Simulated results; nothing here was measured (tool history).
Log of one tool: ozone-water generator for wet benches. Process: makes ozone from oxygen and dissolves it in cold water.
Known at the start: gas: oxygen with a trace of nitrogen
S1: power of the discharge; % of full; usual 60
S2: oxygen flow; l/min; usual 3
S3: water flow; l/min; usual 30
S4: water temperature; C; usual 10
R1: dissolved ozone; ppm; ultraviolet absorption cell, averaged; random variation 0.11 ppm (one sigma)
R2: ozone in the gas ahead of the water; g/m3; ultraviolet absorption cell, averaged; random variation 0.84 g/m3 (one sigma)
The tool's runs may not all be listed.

| run | hour | S1 | S2 | S3 | S4 | R1 | R2 |
|---|---|---|---|---|---|---|---|
| 1 | 0 | 60 | 3 | 30 | 10 | 7.3 | 132.5 |
| 2 | 41.8 | 60 | 3 | 30 | 10 | 7.5 | 130.8 |
| 3 | 75.9 | 60 | 3 | 30 | 10 | 7.5 | 133.5 |
| 4 | 108.6 | 60 | 3 | 30 | 10 | 7.3 | 133.7 |
| 5 | 138 | 65 | 3 | 30 | 10 | 7.4 | 140.2 |
| 6 | 186 | 65 | 3 | 30 | 10 | 7.7 | 140.3 |
| 7 | 229.5 | 60 | 3 | 30 | 10 | 7.3 | 133.3 |
| 8 | 259.7 | 60 | 3 | 30 | 10 | 7.1 | 132 |
|  | 269 | water thermometer calibrated |
| 9 | 297 | 65 | 3 | 30 | 10 | 7.7 | 138.5 |
| 10 | 318.7 | 60 | 3 | 30 | 17 | 6.8 | 133.8 |
| 11 | 353.9 | 60 | 3 | 30 | 17 | 7 | 131 |
| 12 | 388 | 60 | 3 | 30 | 17 | 6.9 | 131.9 |
| 13 | 430.6 | 60 | 3 | 30 | 17 | 6.9 | 132.6 |
| 14 | 475 | 60 | 3 | 30 | 17 | 7 | 131.9 |
| 15 | 523.3 | 60 | 3 | 30 | 10 | 7 | 132.2 |
| 16 | 567.2 | 60 | 3 | 39 | 10 | 5 | 131.5 |
| 17 | 589.7 | 60 | 3 | 39 | 10 | 5.3 | 132.3 |
| 18 | 629.8 | 60 | 3 | 35 | 10 | 6.1 | 131.8 |
| 19 | 650.8 | 60 | 3 | 35 | 10 | 5.9 | 130.6 |
| 20 | 677.5 | 60 | 3 | 35 | 10 | 5.9 | 133.7 |
| 21 | 727.7 | 60 | 3 | 35 | 10 | 6.1 | 131.3 |
| 22 | 773 | 60 | 3 | 35 | 10 | 6.1 | 130.8 |
| 23 | 800.9 | 79 | 1.68 | 30 | 10 | 7.3 | 220 |
| 24 | 833.1 | 79 | 1.68 | 30 | 6 | 7.6 | 222.6 |
| 25 | 873.1 | 99 | 3 | 42 | 10 | 6.7 | 184.3 |
| 26 | 921.8 | 40 | 1.78 | 39 | 6 | 3.4 | 132.6 |
| 27 | 964.3 | 40 | 1.78 | 39 | 6 | 3.3 | 132.4 |
| 28 | 992.9 | 60 | 3 | 42 | 10 | 4.8 | 132.2 |
| 29 | 1041.4 | 60 | 3 | 46 | 10 | 4.2 | 130.3 |
| 30 | 1072.9 | 60 | 3 | 46 | 10 | 4.4 | 131.8 |
| 31 | 1109.4 | 60 | 3 | 46 | 10 | 4.3 | 130.9 |
| 32 | 1145.3 | 60 | 3 | 46 | 10 | 4.1 | 131.3 |
| 33 | 1191 | 60 | 3.09 | 34 | 9 | 6.5 | 129.9 |

3 ways to go on from here, each from the tool as it stands after run 33. What would each give?
| A | 1235.1 | 47 | 3 | 48 | 10 | ? | ? |
| B | 1235.1 | 60 | 2.11 | 35 | 6 | ? | ? |
| C | 1235.1 | 60 | 2.12 | 45 | 10 | ? | ? |

| run | R1 | R2 |
|---|---|---|
| A | 3 | 110.2 |
| B | 5.4 | 160.6 |
| C | 3.9 | 159.5 |
Without the tool's hidden state the same runs would have given:
| run | R1 | R2 |
|---|---|---|
| A | 3.2 | 113.2 |
| B | 5.8 | 166.1 |
| C | 4.2 | 165 |

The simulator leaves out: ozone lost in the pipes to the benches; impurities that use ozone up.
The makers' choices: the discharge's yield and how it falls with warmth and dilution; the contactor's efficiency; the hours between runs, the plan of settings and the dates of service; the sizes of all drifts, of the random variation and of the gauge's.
